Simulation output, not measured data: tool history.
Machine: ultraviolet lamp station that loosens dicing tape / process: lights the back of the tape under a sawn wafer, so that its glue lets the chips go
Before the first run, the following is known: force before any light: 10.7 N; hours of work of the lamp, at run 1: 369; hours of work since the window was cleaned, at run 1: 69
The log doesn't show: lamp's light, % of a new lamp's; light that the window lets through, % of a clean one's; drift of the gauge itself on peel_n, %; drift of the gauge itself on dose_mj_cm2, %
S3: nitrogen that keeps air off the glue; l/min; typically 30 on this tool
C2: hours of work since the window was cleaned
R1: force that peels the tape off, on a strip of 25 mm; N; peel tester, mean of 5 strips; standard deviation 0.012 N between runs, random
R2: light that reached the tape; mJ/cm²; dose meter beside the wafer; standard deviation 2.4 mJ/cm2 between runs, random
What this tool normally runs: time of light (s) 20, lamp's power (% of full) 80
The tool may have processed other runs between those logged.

{"run": 1, "hour": 0.0, "time of light (s)": 20, "lamp's power (% of full)": 80, "S3": 30, "hours of work of the lamp": 369, "C2": 69, "R1": 1.152, "R2": 181}
{"run": 2, "hour": 30.0, "time of light (s)": 20, "lamp's power (% of full)": 80, "S3": 30, "hours of work of the lamp": 392, "C2": 93, "R1": 1.214, "R2": 177}
{"run": 3, "hour": 52.9, "time of light (s)": 20, "lamp's power (% of full)": 80, "S3": 30, "hours of work of the lamp": 411, "C2": 111, "R1": 1.276, "R2": 173}
{"run": 4, "hour": 85.4, "time of light (s)": 20, "lamp's power (% of full)": 80, "S3": 30, "hours of work of the lamp": 437, "C2": 137, "R1": 1.332, "R2": 171}
{"run": 5, "hour": 117.1, "time of light (s)": 20, "lamp's power (% of full)": 68, "S3": 30, "hours of work of the lamp": 462, "C2": 162, "R1": 1.888, "R2": 140}
{"run": 6, "hour": 147.6, "time of light (s)": 20, "lamp's power (% of full)": 94, "S3": 30, "hours of work of the lamp": 486, "C2": 187, "R1": 1.094, "R2": 188}
{"run": 7, "hour": 179.0, "time of light (s)": 20, "lamp's power (% of full)": 80, "S3": 41, "hours of work of the lamp": 511, "C2": 212, "R1": 1.424, "R2": 157}
{"run": 8, "hour": 211.7, "time of light (s)": 11, "lamp's power (% of full)": 80, "S3": 30, "hours of work of the lamp": 538, "C2": 238, "R1": 3.756, "R2": 80}
{"run": 9, "hour": 243.8, "time of light (s)": 11, "lamp's power (% of full)": 80, "S3": 30, "hours of work of the lamp": 563, "C2": 263, "R1": 4.045, "R2": 82}
{"run": 10, "hour": 269.2, "time of light (s)": 11, "lamp's power (% of full)": 81, "S3": 30, "hours of work of the lamp": 583, "C2": 284, "R1": 4.128, "R2": 79}
{"run": 11, "hour": 312.4, "time of light (s)": 35, "lamp's power (% of full)": 80, "S3": 30, "hours of work of the lamp": 618, "C2": 318, "R1": 0.622, "R2": 231}
{"hour": 346.7, "done": "lamp changed"}
{"run": 12, "hour": 355.5, "time of light (s)": 35, "lamp's power (% of full)": 80, "S3": 30, "hours of work of the lamp": 7, "C2": 352, "R1": 0.171, "R2": 413}
{"run": 13, "hour": 376.7, "time of light (s)": 20, "lamp's power (% of full)": 80, "S3": 29, "hours of work of the lamp": 24, "C2": 369, "R1": 0.643, "R2": 231}
{"run": 14, "hour": 403.9, "time of light (s)": 20, "lamp's power (% of full)": 80, "S3": 29, "hours of work of the lamp": 46, "C2": 390, "R1": 0.726, "R2": 225}
{"run": 15, "hour": 439.3, "time of light (s)": 20, "lamp's power (% of full)": 80, "S3": 29, "hours of work of the lamp": 74, "C2": 419, "R1": 0.767, "R2": 221}
{"hour": 443.3, "done": "window cleaned of glue's vapour"}
{"run": 16, "hour": 481.3, "time of light (s)": 20, "lamp's power (% of full)": 80, "S3": 29, "hours of work of the lamp": 107, "C2": 30, "R1": 0.835, "R2": 208}
{"run": 17, "hour": 506.0, "time of light (s)": 20, "lamp's power (% of full)": 80, "S3": 29, "hours of work of the lamp": 127, "C2": 50, "R1": 0.873, "R2": 206}
{"run": 18, "hour": 536.3, "time of light (s)": 20, "lamp's power (% of full)": 80, "S3": 29, "hours of work of the lamp": 151, "C2": 74, "R1": 0.933, "R2": 201}
{"run": 19, "hour": 578.4, "time of light (s)": 20, "lamp's power (% of full)": 80, "S3": 29, "hours of work of the lamp": 184, "C2": 108, "R1": 0.972, "R2": 195}
{"hour": 593.4, "done": "window cleaned of glue's vapour, once more"}
{"run": 20, "hour": 601.4, "time of light (s)": 20, "lamp's power (% of full)": 75, "S3": 30, "hours of work of the lamp": 202, "C2": 6, "R1": 0.926, "R2": 196}
{"run": 21, "hour": 632.4, "time of light (s)": 20, "lamp's power (% of full)": 80, "S3": 23, "hours of work of the lamp": 227, "C2": 31, "R1": 0.963, "R2": 204}
{"run": 22, "hour": 663.9, "time of light (s)": 11, "lamp's power (% of full)": 80, "S3": 23, "hours of work of the lamp": 252, "C2": 56, "R1": 2.776, "R2": 110}
{"run": 23, "hour": 691.6, "time of light (s)": 11, "lamp's power (% of full)": 91, "S3": 23, "hours of work of the lamp": 275, "C2": 78, "R1": 2.378, "R2": 123}
{"run": 24, "hour": 726.8, "time of light (s)": 11, "lamp's power (% of full)": 91, "S3": 23, "hours of work of the lamp": 303, "C2": 106, "R1": 2.582, "R2": 118}
{"run": 25, "hour": 753.4, "time of light (s)": 11, "lamp's power (% of full)": 91, "S3": 23, "hours of work of the lamp": 324, "C2": 128, "R1": 2.692, "R2": 117}
{"run": 26, "hour": 778.4, "time of light (s)": 11, "lamp's power (% of full)": 91, "S3": 23, "hours of work of the lamp": 344, "C2": 148, "R1": 2.671, "R2": 117}
{"run": 27, "hour": 801.3, "time of light (s)": 27, "lamp's power (% of full)": 80, "S3": 9, "hours of work of the lamp": 362, "C2": 166, "R1": 1.15, "R2": 244}
{"run": 28, "hour": 832.7, "time of light (s)": 27, "lamp's power (% of full)": 80, "S3": 9, "hours of work of the lamp": 387, "C2": 191, "R1": 1.163, "R2": 234}
{"run": 29, "hour": 866.9, "time of light (s)": 27, "lamp's power (% of full)": 80, "S3": 9, "hours of work of the lamp": 414, "C2": 218, "R1": 1.289, "R2": 229}
{"run": 30, "hour": 898.4, "time of light (s)": 16, "lamp's power (% of full)": 80, "S3": 31, "hours of work of the lamp": 440, "C2": 243, "R1": 1.993, "R2": 134}
{"run": 31, "hour": 931.9, "time of light (s)": 16, "lamp's power (% of full)": 80, "S3": 31, "hours of work of the lamp": 466, "C2": 270, "R1": 2.138, "R2": 126}
{"run": 32, "hour": 966.0, "time of light (s)": 16, "lamp's power (% of full)": 80, "S3": 31, "hours of work of the lamp": 494, "C2": 297, "R1": 2.347, "R2": 121}
{"run": 33, "hour": 1007.9, "time of light (s)": 27, "lamp's power (% of full)": 85, "S3": 16, "hours of work of the lamp": 527, "C2": 331, "R1": 1.085, "R2": 211}
{"run": 34, "hour": 1029.1, "time of light (s)": 15, "lamp's power (% of full)": 85, "S3": 16, "hours of work of the lamp": 544, "C2": 348, "R1": 3.043, "R2": 115}
{"run": 35, "hour": 1057.7, "time of light (s)": 15, "lamp's power (% of full)": 85, "S3": 16, "hours of work of the lamp": 567, "C2": 371, "R1": 3.11, "R2": 113}
{"run": 36, "hour": 1092.5, "time of light (s)": 15, "lamp's power (% of full)": 85, "S3": 16, "hours of work of the lamp": 594, "C2": 398, "R1": 3.242, "R2": 108}
{"run": 37, "hour": 1138.9, "time of light (s)": 15, "lamp's power (% of full)": 85, "S3": 16, "hours of work of the lamp": 632, "C2": 435, "R1": 3.447, "R2": 104}
{"hour": 1155.5, "done": "lamp changed"}
{"hour": 1168.9, "done": "window cleaned of glue's vapour"}
{"run": 38, "hour": 1173.2, "time of light (s)": 15, "lamp's power (% of full)": 85, "S3": 16, "hours of work of the lamp": 14, "C2": 3, "R1": 1.271, "R2": 191}
{"run": 39, "hour": 1199.5, "time of light (s)": 35, "lamp's power (% of full)": 85, "S3": 16, "hours of work of the lamp": 35, "C2": 24, "R1": 0.193, "R2": 451}
{"run": 40, "hour": 1242.1, "time of light (s)": 35, "lamp's power (% of full)": 85, "S3": 16, "hours of work of the lamp": 69, "C2": 58, "R1": 0.191, "R2": 438}
{"run": 41, "hour": 1275.7, "time of light (s)": 14, "lamp's power (% of full)": 100, "S3": 16, "hours of work of the lamp": 96, "C2": 85, "R1": 1.231, "R2": 195}
{"run": 42, "hour": 1299.5, "time of light (s)": 10, "lamp's power (% of full)": 78, "S3": 53, "hours of work of the lamp": 115, "C2": 104, "R1": 2.385, "R2": 109}
{"run": 43, "hour": 1319.2, "time of light (s)": 11, "lamp's power (% of full)": 79, "S3": 50, "hours of work of the lamp": 130, "C2": 120, "R1": 2.095, "R2": 119}
{"run": 44, "hour": 1366.0, "time of light (s)": 11, "lamp's power (% of full)": 79, "S3": 50, "hours of work of the lamp": 168, "C2": 157, "R1": 2.196, "R2": 117}

Below are 3 alternative next runs, each starting from the tool's condition after run 44. Predict each:
{"run": "A", "hour": 1409.7, "time of light (s)": 20, "lamp's power (% of full)": 80, "S3": 39, "hours of work of the lamp": 203, "C2": 192, "R1": "?", "R2": "?"}
{"run": "B", "hour": 1409.7, "time of light (s)": 39, "lamp's power (% of full)": 78, "S3": 25, "hours of work of the lamp": 203, "C2": 192, "R1": "?", "R2": "?"}
{"run": "C", "hour": 1409.7, "time of light (s)": 20, "lamp's power (% of full)": 80, "S3": 48, "hours of work of the lamp": 203, "C2": 192, "R1": "?", "R2": "?"}

run=A R1=0.764 R2=205
run=B R1=0.188 R2=390
run=C R1=0.69 R2=206
Without the tool's hidden state the same runs would have given:
run=A R1=0.474 R2=250
run=B R1=0.139 R2=475
run=C R1=0.423 R2=251
